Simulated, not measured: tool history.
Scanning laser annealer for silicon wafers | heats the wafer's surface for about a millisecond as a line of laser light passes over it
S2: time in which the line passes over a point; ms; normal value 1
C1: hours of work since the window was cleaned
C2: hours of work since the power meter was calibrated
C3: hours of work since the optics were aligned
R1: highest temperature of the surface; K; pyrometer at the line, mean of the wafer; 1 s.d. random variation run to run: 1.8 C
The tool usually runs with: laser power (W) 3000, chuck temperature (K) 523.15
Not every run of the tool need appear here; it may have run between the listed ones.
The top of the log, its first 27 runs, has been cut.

Run 28, hour 943.8: usual settings but laser power (W) 2852, S2 0.85 ms; C1 203; C2 133; C3 394. Result: R1 1120.15 K.
Run 29, hour 982.2: usual settings but laser power (W) 2964, S2 1.09 ms, chuck temperature (K) 487.15; C1 220; C2 150; C3 410. Result: R1 1196.15 K.
Run 30, hour 1004.6: usual settings but laser power (W) 2964, S2 1.09 ms, chuck temperature (K) 487.15; C1 229; C2 159; C3 419. Result: R1 1193.15 K.
Run 31, hour 1047.3: usual settings but laser power (W) 2915, S2 0.91 ms, chuck temperature (K) 559.15; C1 247; C2 177; C3 437. Result: R1 1189.15 K.
Run 32, hour 1075: usual settings but laser power (W) 3228, S2 0.95 ms, chuck temperature (K) 500.15; C1 259; C2 189; C3 449. Result: R1 1205.15 K.
Run 33, hour 1122.4: usual settings but laser power (W) 3285, S2 0.95 ms, chuck temperature (K) 541.15; C1 279; C2 208; C3 469. Result: R1 1255.15 K.
Run 34, hour 1146: usual settings but laser power (W) 3285, S2 0.95 ms, chuck temperature (K) 541.15; C1 288; C2 218; C3 479. Result: R1 1251.15 K.
Run 35, hour 1195.4: usual settings but laser power (W) 2996, S2 0.95 ms, chuck temperature (K) 541.15; C1 309; C2 239; C3 499. Result: R1 1197.15 K.
Run 36, hour 1216.9: usual settings but laser power (W) 2729, S2 0.74 ms, chuck temperature (K) 541.15; C1 318; C2 248; C3 508. Result: R1 1062.15 K.
At hour 1250.4: window over the wafer cleaned.
Run 37, hour 1258.4: usual settings but laser power (W) 2729, S2 0.74 ms, chuck temperature (K) 541.15; C1 3; C2 265; C3 525. Result: R1 1086.15 K.
Run 38, hour 1293.8: usual settings but laser power (W) 2729, S2 0.74 ms, chuck temperature (K) 541.15; C1 18; C2 280; C3 540. Result: R1 1086.15 K.
Run 39, hour 1342: usual settings but laser power (W) 2729, S2 0.74 ms, chuck temperature (K) 541.15; C1 39; C2 300; C3 560. Result: R1 1086.15 K.
Run 40, hour 1392.8: usual settings but laser power (W) 2729, S2 0.74 ms, chuck temperature (K) 495.15; C1 60; C2 321; C3 582. Result: R1 1033.15 K.

3 options for the next run, each taken on its own from the tool as it stands now. Forecast them:
Run A, hour 1424.5: usual settings but laser power (W) 3214, S2 0.77 ms, chuck temperature (K) 518.15; C1 73; C2 335; C3 595. Result: R1 ?.
Run B, hour 1424.5: usual settings but S2 0.9 ms, chuck temperature (K) 520.15; C1 73; C2 335; C3 595. Result: R1 ?.
Run C, hour 1424.5: usual settings but laser power (W) 3040, S2 0.82 ms, chuck temperature (K) 495.15; C1 73; C2 335; C3 595. Result: R1 ?.

run       R1
  A  1158.15
  B  1178.15
  C  1124.15
What these runs would have given with no unlogged condition in the tool:
run       R1
  A  1172.15
  B  1192.15
  C  1138.15
